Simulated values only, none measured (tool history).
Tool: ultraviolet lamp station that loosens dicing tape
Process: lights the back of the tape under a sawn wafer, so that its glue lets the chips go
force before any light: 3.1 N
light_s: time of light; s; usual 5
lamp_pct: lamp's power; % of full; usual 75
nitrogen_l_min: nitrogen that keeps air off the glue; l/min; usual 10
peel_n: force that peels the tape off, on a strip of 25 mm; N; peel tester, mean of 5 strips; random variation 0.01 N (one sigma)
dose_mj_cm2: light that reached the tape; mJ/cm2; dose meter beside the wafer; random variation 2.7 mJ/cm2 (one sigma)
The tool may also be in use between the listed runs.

{"run": 1, "hour": 0.0, "light_s": 5, "lamp_pct": 75, "nitrogen_l_min": 10, "peel_n": 0.802, "dose_mj_cm2": 240}
{"run": 2, "hour": 45.1, "light_s": 10, "lamp_pct": 75, "nitrogen_l_min": 10, "peel_n": 0.299, "dose_mj_cm2": 467}
{"run": 3, "hour": 91.9, "light_s": 5, "lamp_pct": 93, "nitrogen_l_min": 10, "peel_n": 0.651, "dose_mj_cm2": 284}
{"run": 4, "hour": 134.6, "light_s": 5, "lamp_pct": 93, "nitrogen_l_min": 10, "peel_n": 0.648, "dose_mj_cm2": 283}
{"run": 5, "hour": 175.4, "light_s": 5, "lamp_pct": 93, "nitrogen_l_min": 10, "peel_n": 0.688, "dose_mj_cm2": 278}
{"hour": 223.2, "done": "lamp changed"}
{"run": 6, "hour": 235.7, "light_s": 5, "lamp_pct": 93, "nitrogen_l_min": 10, "peel_n": 0.367, "dose_mj_cm2": 421}
{"run": 7, "hour": 268.6, "light_s": 5, "lamp_pct": 93, "nitrogen_l_min": 10, "peel_n": 0.37, "dose_mj_cm2": 415}
{"run": 8, "hour": 317.6, "light_s": 5, "lamp_pct": 93, "nitrogen_l_min": 10, "peel_n": 0.373, "dose_mj_cm2": 411}
{"run": 9, "hour": 366.8, "light_s": 5, "lamp_pct": 93, "nitrogen_l_min": 10, "peel_n": 0.374, "dose_mj_cm2": 402}
{"run": 10, "hour": 411.0, "light_s": 5, "lamp_pct": 93, "nitrogen_l_min": 10, "peel_n": 0.391, "dose_mj_cm2": 395}
{"run": 11, "hour": 455.1, "light_s": 5, "lamp_pct": 93, "nitrogen_l_min": 10, "peel_n": 0.411, "dose_mj_cm2": 386}
{"run": 12, "hour": 493.2, "light_s": 5, "lamp_pct": 93, "nitrogen_l_min": 4, "peel_n": 0.722, "dose_mj_cm2": 380}
{"run": 13, "hour": 546.7, "light_s": 5, "lamp_pct": 93, "nitrogen_l_min": 4, "peel_n": 0.735, "dose_mj_cm2": 371}
{"run": 14, "hour": 579.8, "light_s": 5, "lamp_pct": 93, "nitrogen_l_min": 4, "peel_n": 0.722, "dose_mj_cm2": 372}
{"run": 15, "hour": 615.7, "light_s": 5, "lamp_pct": 93, "nitrogen_l_min": 4, "peel_n": 0.773, "dose_mj_cm2": 362}
{"run": 16, "hour": 666.1, "light_s": 5, "lamp_pct": 93, "nitrogen_l_min": 4, "peel_n": 0.797, "dose_mj_cm2": 354}
{"hour": 671.3, "done": "window cleaned of glue's vapour"}
{"run": 17, "hour": 694.9, "light_s": 5, "lamp_pct": 93, "nitrogen_l_min": 4, "peel_n": 0.804, "dose_mj_cm2": 338}
{"run": 18, "hour": 749.6, "light_s": 5, "lamp_pct": 75, "nitrogen_l_min": 4, "peel_n": 1.079, "dose_mj_cm2": 268}
{"hour": 764.9, "done": "window cleaned of glue's vapour, once more"}
{"run": 19, "hour": 807.1, "light_s": 5, "lamp_pct": 76, "nitrogen_l_min": 8, "peel_n": 0.595, "dose_mj_cm2": 325}
{"run": 20, "hour": 833.1, "light_s": 3, "lamp_pct": 65, "nitrogen_l_min": 5, "peel_n": 1.52, "dose_mj_cm2": 166}
{"run": 21, "hour": 888.6, "light_s": 2, "lamp_pct": 66, "nitrogen_l_min": 16, "peel_n": 1.419, "dose_mj_cm2": 109}
{"run": 22, "hour": 946.5, "light_s": 2, "lamp_pct": 66, "nitrogen_l_min": 16, "peel_n": 1.483, "dose_mj_cm2": 105}
{"run": 23, "hour": 981.8, "light_s": 3, "lamp_pct": 72, "nitrogen_l_min": 17, "peel_n": 0.926, "dose_mj_cm2": 174}
{"run": 24, "hour": 1013.6, "light_s": 7, "lamp_pct": 83, "nitrogen_l_min": 10, "peel_n": 0.304, "dose_mj_cm2": 458}
{"run": 25, "hour": 1044.5, "light_s": 4, "lamp_pct": 83, "nitrogen_l_min": 17, "peel_n": 0.551, "dose_mj_cm2": 255}
{"run": 26, "hour": 1105.3, "light_s": 5, "lamp_pct": 75, "nitrogen_l_min": 6, "peel_n": 0.86, "dose_mj_cm2": 285}
{"run": 27, "hour": 1157.4, "light_s": 6, "lamp_pct": 75, "nitrogen_l_min": 6, "peel_n": 0.703, "dose_mj_cm2": 333}

Run 28 comes next. What will it give?
{"run": 28, "hour": 1182.8, "light_s": 6, "lamp_pct": 75, "nitrogen_l_min": 6, "peel_n": "?", "dose_mj_cm2": "?"}

Run 28 gave peel_n 0.708 N, dose_mj_cm2 327 mJ/cm2.
Without the tool's hidden state the same run would have given peel_n 0.467 N, dose_mj_cm2 438 mJ/cm2.
